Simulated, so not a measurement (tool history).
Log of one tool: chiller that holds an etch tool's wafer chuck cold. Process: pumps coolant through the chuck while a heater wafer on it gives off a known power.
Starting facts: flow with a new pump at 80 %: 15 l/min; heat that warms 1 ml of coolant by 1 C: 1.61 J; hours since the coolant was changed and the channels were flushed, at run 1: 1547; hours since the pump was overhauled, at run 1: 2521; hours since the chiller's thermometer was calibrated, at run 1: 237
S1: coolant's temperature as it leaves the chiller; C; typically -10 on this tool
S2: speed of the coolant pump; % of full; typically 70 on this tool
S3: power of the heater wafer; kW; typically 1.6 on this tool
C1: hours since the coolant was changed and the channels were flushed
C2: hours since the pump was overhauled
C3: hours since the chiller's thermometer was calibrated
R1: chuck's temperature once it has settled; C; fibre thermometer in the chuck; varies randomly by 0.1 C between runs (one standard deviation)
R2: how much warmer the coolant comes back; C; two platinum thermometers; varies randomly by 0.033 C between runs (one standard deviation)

run 1 hour=0 | S1=-10 S2=70 S3=1.6 | C1=1547 C2=2521 C3=237 | R1=6.8 R2=4.78
run 2 hour=73.6 | S1=-10 S2=70 S3=1.6 | C1=1620 C2=2595 C3=310 | R1=7.2 R2=4.82
run 3 hour=137 | S1=-10 S2=70 S3=1.6 | C1=1684 C2=2658 C3=374 | R1=7.1 R2=4.84
run 4 hour=212.3 | S1=-10 S2=70 S3=1.6 | C1=1759 C2=2733 C3=449 | R1=7.2 R2=4.8
run 5 hour=274.3 | S1=-10 S2=74 S3=1.6 | C1=1821 C2=2795 C3=511 | R1=6.5 R2=4.55
run 6 hour=354.4 | S1=-10 S2=74 S3=1.6 | C1=1901 C2=2876 C3=591 | R1=6.4 R2=4.62
run 7 hour=421.1 | S1=-10 S2=70 S3=1.6 | C1=1968 C2=2942 C3=658 | R1=7.5 R2=4.88
run 8 hour=503 | S1=-10 S2=82 S3=1.6 | C1=2050 C2=3024 C3=740 | R1=5.2 R2=4.13
run 9 hour=580.3 | S1=-9 S2=82 S3=1.6 | C1=2127 C2=3101 C3=817 | R1=6.1 R2=4.1
run 10 hour=646.7 | S1=-9 S2=82 S3=1.6 | C1=2194 C2=3168 C3=883 | R1=6.2 R2=4.13
run 11 hour=697.2 | S1=-9 S2=82 S3=1.6 | C1=2244 C2=3218 C3=934 | R1=6.2 R2=4.15
run 12 hour=754.4 | S1=-10 S2=70 S3=1.6 | C1=2301 C2=3275 C3=991 | R1=7.7 R2=4.85
run 13 hour=798.5 | S1=-10 S2=70 S3=1.6 | C1=2345 C2=3320 C3=1035 | R1=7.6 R2=4.85
run 14 hour=840.1 | S1=-10 S2=70 S3=1.6 | C1=2387 C2=3361 C3=1077 | R1=7.8 R2=4.85
-- hour=851.7 coolant pump overhauled
run 15 hour=920.8 | S1=-10 S2=88 S3=1.6 | C1=2463 C2=69 C3=1152 | R1=4.7 R2=4.03
run 16 hour=970.1 | S1=-10 S2=88 S3=1.6 | C1=2512 C2=118 C3=1202 | R1=5 R2=3.91
run 17 hour=1036.5 | S1=-12 S2=100 S3=1.906 | C1=2578 C2=185 C3=1268 | R1=3.7 R2=4.15
run 18 hour=1111.9 | S1=-10 S2=62 S3=1.6 | C1=2654 C2=260 C3=1343 | R1=10.6 R2=5.67
run 19 hour=1160.7 | S1=-10 S2=65 S3=1.766 | C1=2703 C2=309 C3=1392 | R1=11.5 R2=5.94
run 20 hour=1235.3 | S1=-15 S2=88 S3=1.766 | C1=2777 C2=384 C3=1467 | R1=1.7 R2=4.4
run 21 hour=1291 | S1=-15 S2=70 S3=1.336 | C1=2833 C2=439 C3=1523 | R1=0.3 R2=4.24
-- hour=1316.8 coolant pump overhauled, once more
run 22 hour=1341.9 | S1=-15 S2=70 S3=1.336 | C1=2879 C2=25 C3=1568 | R1=-0.7 R2=3.87
run 23 hour=1381.6 | S1=-15 S2=70 S3=1.336 | C1=2918 C2=65 C3=1608 | R1=-0.6 R2=3.84
run 24 hour=1441.6 | S1=-4 S2=80 S3=1.6 | C1=2978 C2=125 C3=1668 | R1=11.3 R2=3.96
run 25 hour=1522 | S1=-12 S2=70 S3=2.362 | C1=3059 C2=205 C3=1749 | R1=13.3 R2=6.81
run 26 hour=1574 | S1=-16 S2=75 S3=1.26 | C1=3111 C2=257 C3=1801 | R1=-3 R2=3.37
run 27 hour=1613.4 | S1=-19 S2=95 S3=1.26 | C1=3150 C2=297 C3=1840 | R1=-8.6 R2=2.66
run 28 hour=1697 | S1=-19 S2=95 S3=1.26 | C1=3234 C2=380 C3=1924 | R1=-8.4 R2=2.64
run 29 hour=1764.5 | S1=-8 S2=73 S3=1.26 | C1=3301 C2=448 C3=1991 | R1=5.1 R2=3.48
run 30 hour=1835.1 | S1=-8 S2=73 S3=1.26 | C1=3372 C2=518 C3=2062 | R1=5.6 R2=3.48
run 31 hour=1893.3 | S1=-8 S2=77 S3=1.515 | C1=3430 C2=576 C3=2120 | R1=7.3 R2=3.95
run 32 hour=1960.4 | S1=-10 S2=60 S3=1.6 | C1=3497 C2=644 C3=2187 | R1=10.3 R2=5.44

Below are 3 alternative next runs, each starting from the tool's condition after run 32. Predict each:
run A hour=2012.1 | S1=-16 S2=62 S3=1.104 | C1=3549 C2=695 C3=2239 | R1=? R2=?
run B hour=2012.1 | S1=-19 S2=70 S3=1.45 | C1=3549 C2=695 C3=2239 | R1=? R2=?
run C hour=2012.1 | S1=-16 S2=67 S3=1.092 | C1=3549 C2=695 C3=2239 | R1=? R2=?

run=A R1=-2.1 R2=3.67
run=B R1=-3.2 R2=4.19
run=C R1=-3.5 R2=3.32
Take away the tool's hidden state, keep each run's random variation, and the runs would have read:
run=A R1=-3.7 R2=3.6
run=B R1=-5.1 R2=4.11
run=C R1=-5 R2=3.26

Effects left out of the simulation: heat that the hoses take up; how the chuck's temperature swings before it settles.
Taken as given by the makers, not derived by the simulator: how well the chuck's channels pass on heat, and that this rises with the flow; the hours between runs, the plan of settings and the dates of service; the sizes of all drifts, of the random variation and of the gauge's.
